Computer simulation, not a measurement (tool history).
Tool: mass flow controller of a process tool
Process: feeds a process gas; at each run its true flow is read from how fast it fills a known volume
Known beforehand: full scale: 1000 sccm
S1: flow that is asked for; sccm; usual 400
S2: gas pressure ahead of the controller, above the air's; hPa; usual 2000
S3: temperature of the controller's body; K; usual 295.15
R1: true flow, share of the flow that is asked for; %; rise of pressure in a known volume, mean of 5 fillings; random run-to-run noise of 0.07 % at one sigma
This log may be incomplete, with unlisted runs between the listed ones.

Run 1, hour 0: usual settings. Result: R1 98.18 %.
Run 2, hour 324.5: usual settings but S2 2590 hPa. Result: R1 98.13 %.
Run 3, hour 572.6: usual settings. Result: R1 98.02 %.
Run 4, hour 838.9: usual settings. Result: R1 97.87 %.
Run 5, hour 995: usual settings. Result: R1 97.8 %.
Run 6, hour 1128: usual settings. Result: R1 97.8 %.
Run 7, hour 1377.5: usual settings. Result: R1 97.89 %.
Run 8, hour 1546.5: usual settings but S3 304.15 K. Result: R1 97.94 %.
Run 9, hour 1682.4: usual settings but S3 304.15 K. Result: R1 97.7 %.
Run 10, hour 1961.5: usual settings. Result: R1 97.49 %.
Run 11, hour 2182.2: usual settings but S1 402 sccm. Result: R1 97.42 %.
Run 12, hour 2343.9: usual settings but S1 355 sccm. Result: R1 97.21 %.
Run 13, hour 2560: usual settings but S2 1520 hPa. Result: R1 97.09 %.
Run 14, hour 2705.9: usual settings but S1 450 sccm, S2 2180 hPa. Result: R1 97.33 %.
Run 15, hour 3024.3: usual settings but S1 450 sccm, S2 2180 hPa. Result: R1 97.36 %.
Run 16, hour 3176.1: usual settings but S1 548 sccm, S2 1800 hPa, S3 308.15 K. Result: R1 97.9 %.
Run 17, hour 3394.8: usual settings but S1 104 sccm, S3 294.15 K. Result: R1 95.99 %.
Run 18, hour 3644.7: usual settings but S1 927 sccm, S2 1830 hPa. Result: R1 98.2 %.
Run 19, hour 3780.9: usual settings but S1 104 sccm, S2 2400 hPa, S3 297.15 K. Result: R1 95.88 %.

Alternative continuations, all from the tool just after run 19; predict every row:
Run A, hour 3971.4: usual settings but S1 212 sccm, S2 2400 hPa, S3 294.15 K. Result: R1 ?.
Run B, hour 3971.4: usual settings but S1 102 sccm, S2 2470 hPa, S3 301.15 K. Result: R1 ?.
Run C, hour 3971.4: usual settings but S1 488 sccm, S2 1450 hPa, S3 313.15 K. Result: R1 ?.
Run D, hour 3971.4: usual settings but S1 104 sccm, S2 1750 hPa, S3 311.15 K. Result: R1 ?.

run     R1
  A  96.18
  B  96.17
  C  97.32
  D  96.38
With the hidden condition removed and each run's random variation left untouched, the same runs would have given:
run     R1
  A   97.6
  B  97.57
  C  98.76
  D  97.79
